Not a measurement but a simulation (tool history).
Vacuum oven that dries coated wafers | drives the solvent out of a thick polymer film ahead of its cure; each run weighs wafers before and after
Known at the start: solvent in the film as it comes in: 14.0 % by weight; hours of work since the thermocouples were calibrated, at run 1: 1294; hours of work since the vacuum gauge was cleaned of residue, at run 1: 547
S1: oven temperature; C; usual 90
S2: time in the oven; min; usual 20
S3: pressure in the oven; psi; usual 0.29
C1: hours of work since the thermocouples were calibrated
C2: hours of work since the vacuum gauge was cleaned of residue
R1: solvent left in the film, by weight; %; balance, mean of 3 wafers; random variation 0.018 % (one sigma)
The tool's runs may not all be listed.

run     day  S1  S2     S3    C1    C2    R1
  1       0  90  20   0.29  1294   547  2.79
  2   0.688  90  20   0.29  1308   560  2.78
  3   1.329  90  20   0.29  1320   573  2.78
  4   2.517  90  20   0.29  1343   595  2.78
  5   3.521  90  20   0.29  1362   615  2.76
  6   4.633  90  20   0.29  1383   636   2.8
  7   5.846  90  20   0.29  1406   659  2.76
  8    6.75  90  20   0.29  1423   676  2.78
  9   7.979  90  20   0.29  1447   700  2.78
 10   9.225  90  20   0.29  1471   724  2.75
 11  10.208  90  20  0.653  1489   742   3.9
 12  10.912  99  20   0.29  1503   756  1.54
 13  11.567  90  20   0.29  1515   768  2.76
 14  12.575  90  20   0.29  1535   787  2.77
 15  13.625  89  15  0.586  1555   808  4.74
 16  14.396  89  15  0.586  1569   822  4.76
 17  15.125  89  15  0.586  1583   836  4.76
 18  16.292  89  15  0.586  1606   858  4.77
 19  17.458  90  21  0.228  1628   881   2.4
 20  18.192  99  23  0.228  1642   895  1.15
 21  18.883  99  23  0.334  1655   908  1.43
     20.004  -- oven's thermocouples calibrated
 22  20.329  90  11  0.766     6   934   6.4
 23  21.208  90  11  0.766    23   951  6.31
 24  22.017  84  11  0.766    38   966  7.74
 25  23.462  95  20   0.29    66   994  2.18
 26  24.408  95  20   0.29    84  1012  2.18
 27  25.517  75  23  0.189   105  1033  5.13

Forecast each of these 4 alternatives for the next run:
  A  26.3  90  29  0.621  120  1048   ?
  B  26.3  80  19  0.174  120  1048   ?
  C  26.3  90  32  0.497  120  1048   ?
  D  26.3  98  17  0.725  120  1048   ?

run    R1
  A  3.21
  B  4.69
  C  2.59
  D  3.26
Without the tool's hidden state the same runs would have given:
run    R1
  A  3.11
  B  4.58
  C  2.46
  D  3.21
